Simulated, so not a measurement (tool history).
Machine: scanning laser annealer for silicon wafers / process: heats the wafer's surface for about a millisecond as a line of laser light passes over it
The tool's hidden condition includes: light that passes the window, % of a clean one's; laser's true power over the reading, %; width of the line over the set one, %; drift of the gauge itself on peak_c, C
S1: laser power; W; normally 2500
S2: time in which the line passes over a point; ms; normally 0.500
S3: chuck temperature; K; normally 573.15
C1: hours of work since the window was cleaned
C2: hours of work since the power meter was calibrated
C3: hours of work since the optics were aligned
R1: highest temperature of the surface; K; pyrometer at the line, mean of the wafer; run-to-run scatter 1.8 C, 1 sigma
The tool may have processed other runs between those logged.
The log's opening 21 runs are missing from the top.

| run | day | S1 | S2 | S3 | C1 | C2 | C3 | R1 |
|---|---|---|---|---|---|---|---|---|
| 22 | 12.004 | 2500 | 0.364 | 568.15 | 195 | 149 | 467 | 1165.15 |
| 23 | 12.500 | 2500 | 0.364 | 568.15 | 200 | 154 | 472 | 1166.15 |
| 24 | 12.925 | 2179 | 0.428 | 581.15 | 204 | 158 | 476 | 1141.15 |
| 25 | 13.446 | 2500 | 0.370 | 547.15 | 209 | 163 | 481 | 1148.15 |
| 26 | 14.200 | 2500 | 0.370 | 547.15 | 217 | 171 | 489 | 1150.15 |
| 27 | 14.846 | 2500 | 0.370 | 547.15 | 223 | 177 | 495 | 1151.15 |
| 28 | 15.558 | 2500 | 0.370 | 547.15 | 231 | 184 | 502 | 1152.15 |
| 29 | 15.921 | 2500 | 0.370 | 547.15 | 234 | 188 | 506 | 1150.15 |
| 30 | 16.546 | 2268 | 0.461 | 573.15 | 241 | 194 | 512 | 1186.15 |

Consider 4 possible next runs. They are alternatives, not a sequence: every one starts from the tool as it was left by run 30. What does each give?
| A | 17.042 | 2500 | 0.500 | 550.15 | 246 | 199 | 517 | ? |
| B | 17.042 | 2500 | 0.554 | 573.15 | 246 | 199 | 517 | ? |
| C | 17.042 | 2372 | 0.500 | 607.15 | 246 | 199 | 517 | ? |
| D | 17.042 | 2190 | 0.560 | 538.15 | 246 | 199 | 517 | ? |

| run | R1 |
|---|---|
| A | 1270.15 |
| B | 1337.15 |
| C | 1286.15 |
| D | 1196.15 |
The same runs, with their run-to-run variation unchanged, on a tool lacking any hidden condition would have given:
| run | R1 |
|---|---|
| A | 1284.15 |
| B | 1353.15 |
| C | 1300.15 |
| D | 1209.15 |
